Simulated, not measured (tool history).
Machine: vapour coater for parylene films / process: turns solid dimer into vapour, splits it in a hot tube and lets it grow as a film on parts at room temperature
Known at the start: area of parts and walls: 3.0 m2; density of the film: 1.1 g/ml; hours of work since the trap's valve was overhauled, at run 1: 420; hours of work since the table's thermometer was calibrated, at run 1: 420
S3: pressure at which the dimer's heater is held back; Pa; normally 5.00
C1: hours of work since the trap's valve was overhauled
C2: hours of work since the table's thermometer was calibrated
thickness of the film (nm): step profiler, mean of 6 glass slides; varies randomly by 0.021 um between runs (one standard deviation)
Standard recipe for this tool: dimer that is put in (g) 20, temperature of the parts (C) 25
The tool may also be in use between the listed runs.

Run 1, day 0.000: usual settings; C1 420; C2 420. Result: thickness of the film (nm) 2840.
Run 2, day 1.625: usual settings but S3 2.52 Pa; C1 442; C2 442. Result: thickness of the film (nm) 3240.
Run 3, day 3.579: usual settings; C1 469; C2 469. Result: thickness of the film (nm) 2840.
Run 4, day 5.538: usual settings; C1 496; C2 496. Result: thickness of the film (nm) 2820.
Run 5, day 8.012: usual settings; C1 530; C2 530. Result: thickness of the film (nm) 2800.
Run 6, day 10.288: usual settings but dimer that is put in (g) 33; C1 561; C2 561. Result: thickness of the film (nm) 4630.
Run 7, day 12.004: usual settings but temperature of the parts (C) 31; C1 585; C2 585. Result: thickness of the film (nm) 2450.
Run 8, day 13.900: usual settings but temperature of the parts (C) 29; C1 611; C2 611. Result: thickness of the film (nm) 2620.
Run 9, day 16.500: usual settings but temperature of the parts (C) 29; C1 646; C2 646. Result: thickness of the film (nm) 2590.
Run 10, day 18.729: usual settings but temperature of the parts (C) 29; C1 677; C2 677. Result: thickness of the film (nm) 2590.
At day 19.867: trap's valve overhauled.
Run 11, day 21.154: usual settings but dimer that is put in (g) 12, temperature of the parts (C) 29; C1 18; C2 708. Result: thickness of the film (nm) 1630.
Run 12, day 22.804: usual settings but dimer that is put in (g) 12, temperature of the parts (C) 22, S3 6.10 Pa; C1 40; C2 730. Result: thickness of the film (nm) 1790.
Run 13, day 24.504: usual settings but dimer that is put in (g) 12, temperature of the parts (C) 22, S3 6.10 Pa; C1 64; C2 754. Result: thickness of the film (nm) 1810.
Run 14, day 26.367: usual settings but dimer that is put in (g) 25; C1 89; C2 779. Result: thickness of the film (nm) 3630.
Run 15, day 27.850: usual settings but dimer that is put in (g) 25; C1 109; C2 799. Result: thickness of the film (nm) 3640.
Run 16, day 29.654: usual settings but dimer that is put in (g) 25; C1 134; C2 824. Result: thickness of the film (nm) 3620.
Run 17, day 31.121: usual settings but dimer that is put in (g) 27, S3 9.58 Pa; C1 154; C2 844. Result: thickness of the film (nm) 3460.

For each entry between runs, how does the tool's hidden state at the last listed run before it compare with that at the first listed run after it?
After run 10, before run 11: trap's valve overhauled (day 19.867)
  vapour lost through the trap's worn valve, %: 5 -> 0.2; true temperature of the parts over the reading, C: -0.51 -> -0.52
  measured value less the no-hidden-state value, thickness of the film (nm): -110 -> +20
